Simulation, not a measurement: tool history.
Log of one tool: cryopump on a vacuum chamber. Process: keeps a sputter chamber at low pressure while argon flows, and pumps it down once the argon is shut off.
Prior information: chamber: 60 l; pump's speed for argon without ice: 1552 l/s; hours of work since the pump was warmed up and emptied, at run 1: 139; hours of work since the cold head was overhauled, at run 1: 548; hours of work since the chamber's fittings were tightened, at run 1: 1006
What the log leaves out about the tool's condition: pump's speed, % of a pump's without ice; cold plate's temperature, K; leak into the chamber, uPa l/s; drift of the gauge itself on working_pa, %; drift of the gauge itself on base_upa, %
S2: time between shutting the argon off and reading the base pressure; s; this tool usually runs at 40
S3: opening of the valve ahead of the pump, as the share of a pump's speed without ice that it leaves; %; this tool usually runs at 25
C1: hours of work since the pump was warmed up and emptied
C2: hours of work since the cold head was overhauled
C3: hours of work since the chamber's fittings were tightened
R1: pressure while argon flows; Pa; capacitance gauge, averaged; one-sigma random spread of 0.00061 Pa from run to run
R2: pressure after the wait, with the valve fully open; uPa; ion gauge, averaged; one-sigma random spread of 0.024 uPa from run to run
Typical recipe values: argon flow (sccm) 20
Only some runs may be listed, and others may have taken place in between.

{"run": 1, "hour": 0.0, "argon flow (sccm)": 20, "S2": 40, "S3": 25, "C1": 139, "C2": 548, "C3": 1006, "R1": 0.0885, "R2": 2.05}
{"run": 2, "hour": 55.5, "argon flow (sccm)": 35, "S2": 40, "S3": 25, "C1": 181, "C2": 590, "C3": 1048, "R1": 0.1569, "R2": 2.13}
{"run": 3, "hour": 99.6, "argon flow (sccm)": 20, "S2": 40, "S3": 25, "C1": 214, "C2": 623, "C3": 1081, "R1": 0.0897, "R2": 2.13}
{"run": 4, "hour": 174.4, "argon flow (sccm)": 20, "S2": 40, "S3": 25, "C1": 270, "C2": 679, "C3": 1138, "R1": 0.0886, "R2": 2.18}
{"run": 5, "hour": 224.6, "argon flow (sccm)": 20, "S2": 40, "S3": 25, "C1": 308, "C2": 717, "C3": 1175, "R1": 0.0912, "R2": 2.29}
{"run": 6, "hour": 279.0, "argon flow (sccm)": 20, "S2": 40, "S3": 16, "C1": 349, "C2": 758, "C3": 1216, "R1": 0.1406, "R2": 2.31}
{"run": 7, "hour": 330.1, "argon flow (sccm)": 20, "S2": 40, "S3": 16, "C1": 388, "C2": 797, "C3": 1255, "R1": 0.1402, "R2": 2.38}
{"hour": 359.0, "done": "pump warmed up, emptied and cooled again"}
{"run": 8, "hour": 424.6, "argon flow (sccm)": 20, "S2": 40, "S3": 16, "C1": 49, "C2": 864, "C3": 1322, "R1": 0.1387, "R2": 2.24}
{"run": 9, "hour": 489.6, "argon flow (sccm)": 20, "S2": 40, "S3": 16, "C1": 98, "C2": 913, "C3": 1371, "R1": 0.1377, "R2": 2.38}
{"run": 10, "hour": 538.7, "argon flow (sccm)": 20, "S2": 40, "S3": 16, "C1": 135, "C2": 950, "C3": 1408, "R1": 0.1375, "R2": 2.35}
{"run": 11, "hour": 582.7, "argon flow (sccm)": 20, "S2": 40, "S3": 29, "C1": 169, "C2": 983, "C3": 1442, "R1": 0.0768, "R2": 2.44}
{"run": 12, "hour": 620.0, "argon flow (sccm)": 20, "S2": 40, "S3": 29, "C1": 197, "C2": 1011, "C3": 1470, "R1": 0.0771, "R2": 2.48}
{"run": 13, "hour": 696.7, "argon flow (sccm)": 20, "S2": 40, "S3": 29, "C1": 255, "C2": 1069, "C3": 1527, "R1": 0.0779, "R2": 2.53}
{"run": 14, "hour": 740.2, "argon flow (sccm)": 20, "S2": 40, "S3": 29, "C1": 287, "C2": 1102, "C3": 1560, "R1": 0.0774, "R2": 2.67}
{"run": 15, "hour": 818.0, "argon flow (sccm)": 21, "S2": 40, "S3": 25, "C1": 346, "C2": 1161, "C3": 1619, "R1": 0.0957, "R2": 2.78}
{"hour": 897.2, "done": "pump warmed up, emptied and cooled again"}
{"run": 16, "hour": 911.2, "argon flow (sccm)": 21, "S2": 40, "S3": 25, "C1": 11, "C2": 1227, "C3": 1685, "R1": 0.0921, "R2": 2.58}
{"run": 17, "hour": 963.7, "argon flow (sccm)": 20, "S2": 40, "S3": 27, "C1": 50, "C2": 1267, "C3": 1725, "R1": 0.0813, "R2": 2.54}
{"run": 18, "hour": 1020.8, "argon flow (sccm)": 20, "S2": 152, "S3": 20, "C1": 93, "C2": 1310, "C3": 1768, "R1": 0.1091, "R2": 2.15}
{"run": 19, "hour": 1066.9, "argon flow (sccm)": 24, "S2": 40, "S3": 25, "C1": 128, "C2": 1344, "C3": 1803, "R1": 0.1064, "R2": 2.72}
{"run": 20, "hour": 1126.3, "argon flow (sccm)": 24, "S2": 40, "S3": 25, "C1": 173, "C2": 1389, "C3": 1848, "R1": 0.1069, "R2": 2.71}
{"run": 21, "hour": 1204.5, "argon flow (sccm)": 19, "S2": 40, "S3": 25, "C1": 232, "C2": 1448, "C3": 1906, "R1": 0.0859, "R2": 2.83}
{"run": 22, "hour": 1248.4, "argon flow (sccm)": 20, "S2": 24, "S3": 25, "C1": 265, "C2": 1481, "C3": 1939, "R1": 0.0893, "R2": 3.49}
{"run": 23, "hour": 1330.8, "argon flow (sccm)": 8, "S2": 132, "S3": 20, "C1": 327, "C2": 1543, "C3": 2002, "R1": 0.0447, "R2": 2.61}
{"run": 24, "hour": 1393.4, "argon flow (sccm)": 8, "S2": 132, "S3": 20, "C1": 374, "C2": 1590, "C3": 2049, "R1": 0.0457, "R2": 2.68}
{"hour": 1436.8, "done": "pump warmed up, emptied and cooled again"}
{"run": 25, "hour": 1477.7, "argon flow (sccm)": 15, "S2": 132, "S3": 37, "C1": 31, "C2": 1650, "C3": 2109, "R1": 0.0457, "R2": 2.45}
{"run": 26, "hour": 1552.7, "argon flow (sccm)": 15, "S2": 122, "S3": 49, "C1": 87, "C2": 1707, "C3": 2165, "R1": 0.0348, "R2": 2.57}
{"hour": 1613.3, "done": "leaking fittings of the chamber tightened, without venting"}
{"run": 27, "hour": 1635.3, "argon flow (sccm)": 15, "S2": 122, "S3": 49, "C1": 148, "C2": 1767, "C3": 17, "R1": 0.0355, "R2": 0.46}
{"run": 28, "hour": 1681.2, "argon flow (sccm)": 35, "S2": 152, "S3": 25, "C1": 183, "C2": 1802, "C3": 51, "R1": 0.1561, "R2": 0.47}
{"run": 29, "hour": 1723.6, "argon flow (sccm)": 24, "S2": 241, "S3": 25, "C1": 215, "C2": 1834, "C3": 83, "R1": 0.1071, "R2": 0.44}
{"run": 30, "hour": 1770.1, "argon flow (sccm)": 14, "S2": 69, "S3": 39, "C1": 250, "C2": 1869, "C3": 118, "R1": 0.0407, "R2": 0.8}
{"run": 31, "hour": 1828.0, "argon flow (sccm)": 14, "S2": 69, "S3": 39, "C1": 293, "C2": 1913, "C3": 162, "R1": 0.042, "R2": 0.86}
{"run": 32, "hour": 1868.5, "argon flow (sccm)": 14, "S2": 156, "S3": 26, "C1": 324, "C2": 1943, "C3": 192, "R1": 0.0618, "R2": 0.6}
{"run": 33, "hour": 1910.0, "argon flow (sccm)": 14, "S2": 156, "S3": 26, "C1": 355, "C2": 1974, "C3": 224, "R1": 0.0613, "R2": 0.62}

Hidden condition of the tool, last listed run before each entry between runs versus first listed run after:
In the gap between runs 7 and 8: pump warmed up, emptied and cooled again (hour 359.0)
  pump's speed, % of a pump's without ice: 85.5 -> 97.5; cold plate's temperature, K: 12.58 -> 12.61; leak into the chamber, uPa l/s: 2193 -> 2288
  the result without the hidden state subtracted from the measured one, R1: +0.0040 -> +0.0008 Pa; R2: +1.47 -> +1.32 uPa
In the gap between runs 15 and 16: pump warmed up, emptied and cooled again (hour 897.2)
  pump's speed, % of a pump's without ice: 87.6 -> 99.4; cold plate's temperature, K: 12.77 -> 12.81; leak into the chamber, uPa l/s: 2691 -> 2772
  the result without the hidden state subtracted from the measured one, R1: +0.0036 -> +0.0005 Pa; R2: +1.85 -> +1.63 uPa
In the gap between runs 24 and 25: pump warmed up, emptied and cooled again (hour 1436.8)
  pump's speed, % of a pump's without ice: 87 -> 98.3; cold plate's temperature, K: 13 -> 13.03; leak into the chamber, uPa l/s: 3254 -> 3338
  the result without the hidden state subtracted from the measured one, R1: +0.0015 -> +0.0006 Pa; R2: +2.26 -> +2.05 uPa
In the gap between runs 26 and 27: leaking fittings of the chamber tightened, without venting (hour 1613.3)
  pump's speed, % of a pump's without ice: 96.4 -> 94.4; cold plate's temperature, K: 13.06 -> 13.09; leak into the chamber, uPa l/s: 3409 -> 333
  the result without the hidden state subtracted from the measured one, R1: +0.0010 -> +0.0013 Pa; R2: +2.16 -> +0.04 uPa
